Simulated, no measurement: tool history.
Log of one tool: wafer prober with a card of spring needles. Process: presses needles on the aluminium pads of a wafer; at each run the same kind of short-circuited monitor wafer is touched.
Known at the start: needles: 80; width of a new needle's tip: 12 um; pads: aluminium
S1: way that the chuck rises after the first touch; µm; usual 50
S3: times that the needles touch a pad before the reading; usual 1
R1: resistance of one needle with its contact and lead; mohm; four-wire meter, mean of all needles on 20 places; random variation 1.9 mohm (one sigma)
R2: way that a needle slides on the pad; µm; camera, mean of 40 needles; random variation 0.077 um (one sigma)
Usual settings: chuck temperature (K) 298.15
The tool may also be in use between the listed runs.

{"run": 1, "hour": 0.0, "S1": 50, "chuck temperature (K)": 298.15, "S3": 1, "R1": 206, "R2": 12.03}
{"hour": 5.9, "done": "tips cleaned on abrasive film"}
{"hour": 13.2, "done": "tips cleaned on abrasive film"}
{"hour": 20.0, "done": "tips cleaned on abrasive film"}
{"run": 2, "hour": 20.0, "S1": 50, "chuck temperature (K)": 298.15, "S3": 1, "R1": 204, "R2": 12.01}
{"hour": 27.4, "done": "tips cleaned on abrasive film"}
{"hour": 33.4, "done": "tips cleaned on abrasive film"}
{"run": 3, "hour": 33.8, "S1": 50, "chuck temperature (K)": 298.15, "S3": 1, "R1": 206, "R2": 11.98}
{"hour": 39.6, "done": "tips cleaned on abrasive film"}
{"hour": 46.3, "done": "tips cleaned on abrasive film"}
{"run": 4, "hour": 47.2, "S1": 50, "chuck temperature (K)": 303.15, "S3": 1, "R1": 207, "R2": 12.05}
{"hour": 52.9, "done": "tips cleaned on abrasive film"}
{"hour": 59.0, "done": "tips cleaned on abrasive film"}
{"hour": 65.3, "done": "tips cleaned on abrasive film"}
{"run": 5, "hour": 70.5, "S1": 50, "chuck temperature (K)": 349.15, "S3": 1, "R1": 218, "R2": 11.96}
{"hour": 71.6, "done": "tips cleaned on abrasive film"}
{"hour": 78.3, "done": "tips cleaned on abrasive film"}
{"run": 6, "hour": 81.0, "S1": 50, "chuck temperature (K)": 298.15, "S3": 1, "R1": 208, "R2": 12.03}
{"hour": 85.2, "done": "tips cleaned on abrasive film"}
{"hour": 92.1, "done": "tips cleaned on abrasive film"}
{"hour": 99.3, "done": "tips cleaned on abrasive film"}
{"run": 7, "hour": 99.7, "S1": 50, "chuck temperature (K)": 298.15, "S3": 1, "R1": 206, "R2": 11.91}
{"hour": 105.3, "done": "tips cleaned on abrasive film"}
{"hour": 112.3, "done": "tips cleaned on abrasive film"}
{"run": 8, "hour": 114.3, "S1": 50, "chuck temperature (K)": 298.15, "S3": 1, "R1": 208, "R2": 12.11}
{"hour": 118.6, "done": "tips cleaned on abrasive film"}
{"hour": 120.4, "done": "height of the first contact set anew"}
{"hour": 125.9, "done": "tips cleaned on abrasive film"}
{"hour": 133.4, "done": "tips cleaned on abrasive film"}
{"run": 9, "hour": 134.6, "S1": 50, "chuck temperature (K)": 298.15, "S3": 1, "R1": 209, "R2": 12.13}
{"hour": 140.2, "done": "tips cleaned on abrasive film"}
{"hour": 147.2, "done": "tips cleaned on abrasive film"}
{"hour": 154.5, "done": "tips cleaned on abrasive film"}
{"run": 10, "hour": 154.5, "S1": 50, "chuck temperature (K)": 298.15, "S3": 1, "R1": 209, "R2": 11.99}
{"hour": 161.8, "done": "tips cleaned on abrasive film"}
{"hour": 169.1, "done": "tips cleaned on abrasive film"}
{"run": 11, "hour": 169.8, "S1": 50, "chuck temperature (K)": 354.15, "S3": 1, "R1": 219, "R2": 11.95}
{"hour": 175.5, "done": "tips cleaned on abrasive film"}
{"hour": 182.6, "done": "tips cleaned on abrasive film"}
{"hour": 189.8, "done": "tips cleaned on abrasive film"}
{"run": 12, "hour": 191.7, "S1": 50, "chuck temperature (K)": 395.15, "S3": 1, "R1": 229, "R2": 11.85}
{"hour": 196.1, "done": "tips cleaned on abrasive film"}
{"hour": 203.6, "done": "tips cleaned on abrasive film"}
{"run": 13, "hour": 209.3, "S1": 65, "chuck temperature (K)": 298.15, "S3": 1, "R1": 204, "R2": 15.55}
{"hour": 210.8, "done": "tips cleaned on abrasive film"}
{"hour": 218.1, "done": "tips cleaned on abrasive film"}
{"hour": 224.9, "done": "tips cleaned on abrasive film"}
{"run": 14, "hour": 230.0, "S1": 65, "chuck temperature (K)": 298.15, "S3": 1, "R1": 204, "R2": 15.51}
{"hour": 231.1, "done": "tips cleaned on abrasive film"}
{"hour": 237.9, "done": "tips cleaned on abrasive film"}
{"hour": 244.7, "done": "tips cleaned on abrasive film"}
{"hour": 251.5, "done": "tips cleaned on abrasive film"}
{"run": 15, "hour": 252.5, "S1": 62, "chuck temperature (K)": 326.15, "S3": 3, "R1": 214, "R2": 14.79}
{"hour": 257.9, "done": "tips cleaned on abrasive film"}
{"run": 16, "hour": 262.5, "S1": 45, "chuck temperature (K)": 387.15, "S3": 2, "R1": 228, "R2": 10.77}
{"hour": 264.1, "done": "tips cleaned on abrasive film"}
{"hour": 268.9, "done": "height of the first contact set anew"}
{"hour": 271.9, "done": "tips cleaned on abrasive film"}
{"hour": 278.2, "done": "tips cleaned on abrasive film"}
{"run": 17, "hour": 278.6, "S1": 45, "chuck temperature (K)": 387.15, "S3": 2, "R1": 227, "R2": 10.9}
{"hour": 285.3, "done": "tips cleaned on abrasive film"}
{"hour": 292.2, "done": "tips cleaned on abrasive film"}
{"run": 18, "hour": 293.5, "S1": 45, "chuck temperature (K)": 387.15, "S3": 2, "R1": 231, "R2": 10.8}
{"hour": 299.0, "done": "tips cleaned on abrasive film"}
{"hour": 305.8, "done": "tips cleaned on abrasive film"}
{"run": 19, "hour": 308.8, "S1": 45, "chuck temperature (K)": 387.15, "S3": 2, "R1": 231, "R2": 10.66}
{"hour": 311.8, "done": "tips cleaned on abrasive film"}
{"hour": 318.9, "done": "tips cleaned on abrasive film"}
{"hour": 326.0, "done": "tips cleaned on abrasive film"}
{"run": 20, "hour": 327.6, "S1": 45, "chuck temperature (K)": 387.15, "S3": 2, "R1": 229, "R2": 10.77}
{"hour": 332.7, "done": "tips cleaned on abrasive film"}
{"hour": 339.6, "done": "tips cleaned on abrasive film"}
{"hour": 346.7, "done": "tips cleaned on abrasive film"}
{"run": 21, "hour": 350.0, "S1": 48, "chuck temperature (K)": 368.15, "S3": 2, "R1": 220, "R2": 11.4}
{"hour": 354.0, "done": "tips cleaned on abrasive film"}
{"hour": 360.5, "done": "tips cleaned on abrasive film"}
{"run": 22, "hour": 362.7, "S1": 48, "chuck temperature (K)": 368.15, "S3": 2, "R1": 222, "R2": 11.49}
{"hour": 367.5, "done": "tips cleaned on abrasive film"}
{"hour": 375.0, "done": "tips cleaned on abrasive film"}
{"run": 23, "hour": 379.4, "S1": 50, "chuck temperature (K)": 299.15, "S3": 3, "R1": 207, "R2": 11.94}
{"hour": 382.3, "done": "tips cleaned on abrasive film"}
{"hour": 388.9, "done": "tips cleaned on abrasive film"}
{"hour": 396.1, "done": "tips cleaned on abrasive film"}
{"hour": 402.5, "done": "tips cleaned on abrasive film"}
{"run": 24, "hour": 403.2, "S1": 55, "chuck temperature (K)": 345.15, "S3": 2, "R1": 216, "R2": 13.07}

Run 25 comes next. What will it give?
{"hour": 409.8, "done": "tips cleaned on abrasive film"}
{"hour": 416.7, "done": "tips cleaned on abrasive film"}
{"hour": 417.0, "done": "height of the first contact set anew"}
{"run": 25, "hour": 420.1, "S1": 55, "chuck temperature (K)": 345.15, "S3": 2, "R1": "?", "R2": "?"}

{"run 25": {"R1": 214, "R2": 13.19}}
Without the tool's hidden state the same run would have given R1 214 mohm, R2 13.19 µm.
